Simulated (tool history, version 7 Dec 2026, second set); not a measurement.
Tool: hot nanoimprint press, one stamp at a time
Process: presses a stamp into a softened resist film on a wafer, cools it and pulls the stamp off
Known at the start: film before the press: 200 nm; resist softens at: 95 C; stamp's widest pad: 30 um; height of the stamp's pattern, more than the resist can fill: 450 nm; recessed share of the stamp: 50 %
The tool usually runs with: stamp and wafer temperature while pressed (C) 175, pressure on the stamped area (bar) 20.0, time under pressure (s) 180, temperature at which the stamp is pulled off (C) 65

run  hour  stamp and wafer temperature while pressed (C)  pressure on the stamped area (bar)  time under pressure (s)  temperature at which the stamp is pulled off (C)  resist left under the stamp's widest pad (nm)  greatest force while the stamp is pulled off (N)
  1   0.0                                            175                                20.0                      180                                                65                                           90.3                                               141
  2   7.3                                            175                                20.0                      180                                                65                                           89.8                                               144
  3  20.2                                            175                                20.0                      180                                                65                                           90.5                                               147
  4  31.2                                            175                                20.0                      180                                                65                                           90.8                                               148
  5  42.7                                            175                                20.0                      180                                                65                                           90.5                                               143
  6  52.5                                            180                                20.0                      212                                                72                                           66.4                                               125
  7  65.6                                            180                                25.5                      212                                                72                                           59.9                                               123
  8  78.3                                            182                                25.5                      212                                                55                                           53.5                                               173
  9  87.2                                            182                                25.5                      212                                                55                                           54.5                                               178
 10  97.6                                            170                                12.6                      227                                                63                                          121.0                                               140

Branching from run 10: 4 alternative next runs. What would each branch give?
  A  104.2                                            170                                28.2                      324                                                72                                              ?                                                 ?
  B  104.2                                            175                                26.2                      107                                                65                                              ?                                                 ?
  C  104.2                                            170                                22.8                      331                                                63                                              ?                                                 ?
  D  104.2                                            184                                29.9                      341                                                65                                              ?                                                 ?

run  resist left under the stamp's widest pad (nm)  greatest force while the stamp is pulled off (N)
  A                                           78.0                                               122
  B                                           98.8                                               143
  C                                           85.2                                               154
  D                                           36.5                                               146
What these runs would have given with no unlogged condition in the tool:
run  resist left under the stamp's widest pad (nm)  greatest force while the stamp is pulled off (N)
  A                                           78.2                                               121
  B                                           99.0                                               141
  C                                           85.4                                               152
  D                                           36.5                                               145
